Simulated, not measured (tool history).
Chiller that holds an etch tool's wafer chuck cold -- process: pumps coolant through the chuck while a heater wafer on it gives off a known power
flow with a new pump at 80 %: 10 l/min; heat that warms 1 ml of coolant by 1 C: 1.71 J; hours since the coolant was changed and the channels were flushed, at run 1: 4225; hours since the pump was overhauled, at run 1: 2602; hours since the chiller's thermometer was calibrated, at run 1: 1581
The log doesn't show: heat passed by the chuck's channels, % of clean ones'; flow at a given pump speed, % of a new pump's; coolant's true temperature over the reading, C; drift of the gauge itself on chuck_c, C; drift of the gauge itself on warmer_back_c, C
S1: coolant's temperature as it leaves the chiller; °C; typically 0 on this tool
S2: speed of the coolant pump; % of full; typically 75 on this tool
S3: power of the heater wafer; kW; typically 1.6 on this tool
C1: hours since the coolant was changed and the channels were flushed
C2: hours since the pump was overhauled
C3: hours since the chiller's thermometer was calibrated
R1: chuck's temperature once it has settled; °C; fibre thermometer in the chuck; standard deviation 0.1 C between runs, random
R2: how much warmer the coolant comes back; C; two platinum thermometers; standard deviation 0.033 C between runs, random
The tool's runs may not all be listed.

Run 1, hour 0: usual settings; C1 4225; C2 2602; C3 1581. Result: R1 16.9 °C, R2 6.12 C.
Run 2, hour 69.2: usual settings; C1 4294; C2 2671; C3 1650. Result: R1 17 °C, R2 6.13 C.
Run 3, hour 135.5: usual settings; C1 4361; C2 2737; C3 1716. Result: R1 17 °C, R2 6.12 C.
Run 4, hour 180.3: usual settings; C1 4405; C2 2782; C3 1761. Result: R1 17 °C, R2 6.1 C.
Run 5, hour 237.6: usual settings; C1 4463; C2 2839; C3 1818. Result: R1 16.9 °C, R2 6.1 C.
Run 6, hour 284.7: usual settings; C1 4510; C2 2887; C3 1865. Result: R1 17 °C, R2 6.13 C.
Run 7, hour 347.7: usual settings; C1 4573; C2 2950; C3 1928. Result: R1 17.1 °C, R2 6.05 C.
Run 8, hour 415.2: usual settings; C1 4640; C2 3017; C3 1996. Result: R1 17.3 °C, R2 6.1 C.
Run 9, hour 465.8: usual settings; C1 4691; C2 3068; C3 2047. Result: R1 17.1 °C, R2 6.02 C.
Run 10, hour 518.4: usual settings but S1 -2 °C; C1 4743; C2 3120; C3 2099. Result: R1 15.2 °C, R2 6.11 C.
Run 11, hour 584.3: usual settings but S2 63 % of full; C1 4809; C2 3186; C3 2165. Result: R1 19.2 °C, R2 7.29 C.
Run 12, hour 633: usual settings but S2 63 % of full; C1 4858; C2 3235; C3 2214. Result: R1 19.3 °C, R2 7.37 C.
Run 13, hour 685.7: usual settings but S2 63 % of full; C1 4911; C2 3288; C3 2266. Result: R1 19.2 °C, R2 7.31 C.
At hour 693.9: chiller's thermometer calibrated.
Run 14, hour 739.9: usual settings; C1 4964; C2 3341; C3 46. Result: R1 16.9 °C, R2 6.19 C.
At hour 810: chiller's thermometer calibrated, once more.
Run 15, hour 810: usual settings but S2 86 % of full; C1 5033; C2 3410; C3 0. Result: R1 15.8 °C, R2 5.4 C.
Run 16, hour 843.6: usual settings but S2 86 % of full; C1 5067; C2 3443; C3 34. Result: R1 15.8 °C, R2 5.34 C.
Run 17, hour 909.6: usual settings but S1 4 °C, S2 86 % of full; C1 5133; C2 3509; C3 100. Result: R1 19.7 °C, R2 5.32 C.
Run 18, hour 972.9: usual settings but S1 4 °C, S2 86 % of full; C1 5196; C2 3573; C3 163. Result: R1 20 °C, R2 5.37 C.
Run 19, hour 1041.1: usual settings but S1 -2 °C, S2 95 % of full, S3 2.019 kW; C1 5264; C2 3641; C3 231. Result: R1 16.7 °C, R2 6.06 C.
Run 20, hour 1103.2: usual settings but S1 -1 °C, S2 77 % of full, S3 2.009 kW; C1 5326; C2 3703; C3 293. Result: R1 20.4 °C, R2 7.53 C.
Run 21, hour 1157: usual settings but S2 80 % of full; C1 5380; C2 3757; C3 347. Result: R1 16.7 °C, R2 5.76 C.
Run 22, hour 1231.5: usual settings but S2 76 % of full, S3 2.293 kW; C1 5455; C2 3831; C3 422. Result: R1 24.7 °C, R2 8.76 C.
Run 23, hour 1271.8: usual settings but S2 76 % of full, S3 2.293 kW; C1 5495; C2 3872; C3 462. Result: R1 24.5 °C, R2 8.68 C.
Run 24, hour 1313.4: usual settings but S2 76 % of full, S3 2.293 kW; C1 5536; C2 3913; C3 503. Result: R1 24.8 °C, R2 8.73 C.
Run 25, hour 1386.7: usual settings but S2 97 % of full, S3 1.145 kW; C1 5610; C2 3987; C3 577. Result: R1 10.7 °C, R2 3.36 C.
Run 26, hour 1436.1: usual settings but S3 1.885 kW; C1 5659; C2 4036; C3 626. Result: R1 20.4 °C, R2 7.23 C.
Run 27, hour 1488.1: usual settings but S2 86 % of full, S3 1.137 kW; C1 5711; C2 4088; C3 678. Result: R1 11.5 °C, R2 3.83 C.
Run 28, hour 1559.6: usual settings but S2 86 % of full, S3 1.137 kW; C1 5783; C2 4159; C3 750. Result: R1 11.4 °C, R2 3.79 C.
Run 29, hour 1592: usual settings but S1 8 °C, S2 81 % of full; C1 5815; C2 4192; C3 782. Result: R1 24.5 °C, R2 5.66 C.
Run 30, hour 1644.2: usual settings but S1 8 °C, S2 61 % of full; C1 5867; C2 4244; C3 834. Result: R1 27.8 °C, R2 7.55 C.
Run 31, hour 1702.6: usual settings but S1 -6 °C, S3 2.189 kW; C1 5926; C2 4302; C3 893. Result: R1 17.8 °C, R2 8.44 C.
Run 32, hour 1743.6: usual settings but S2 67 % of full, S3 2.155 kW; C1 5967; C2 4343; C3 934. Result: R1 25.4 °C, R2 9.31 C.
Run 33, hour 1799.1: usual settings but S2 67 % of full, S3 2.155 kW; C1 6022; C2 4399; C3 989. Result: R1 25.3 °C, R2 9.37 C.

Below are 3 alternative next runs, each starting from the tool's condition after run 33. Predict each:
Run A, hour 1841.4: usual settings but S2 76 % of full, S3 1.202 kW; C1 6064; C2 4441; C3 1031. Result: R1 ?, R2 ?.
Run B, hour 1841.4: usual settings but S1 3 °C, S2 94 % of full, S3 2.155 kW; C1 6064; C2 4441; C3 1031. Result: R1 ?, R2 ?.
Run C, hour 1841.4: usual settings but S1 8 °C, S2 67 % of full, S3 0.807 kW; C1 6064; C2 4441; C3 1031. Result: R1 ?, R2 ?.

run    R1    R2
  A  13.1  4.55
  B  23.3  6.59
  C  17.4   3.5
Without the tool's hidden state the same runs would have given:
run    R1    R2
  A    12  4.42
  B  21.6  6.41
  C  16.6  3.41
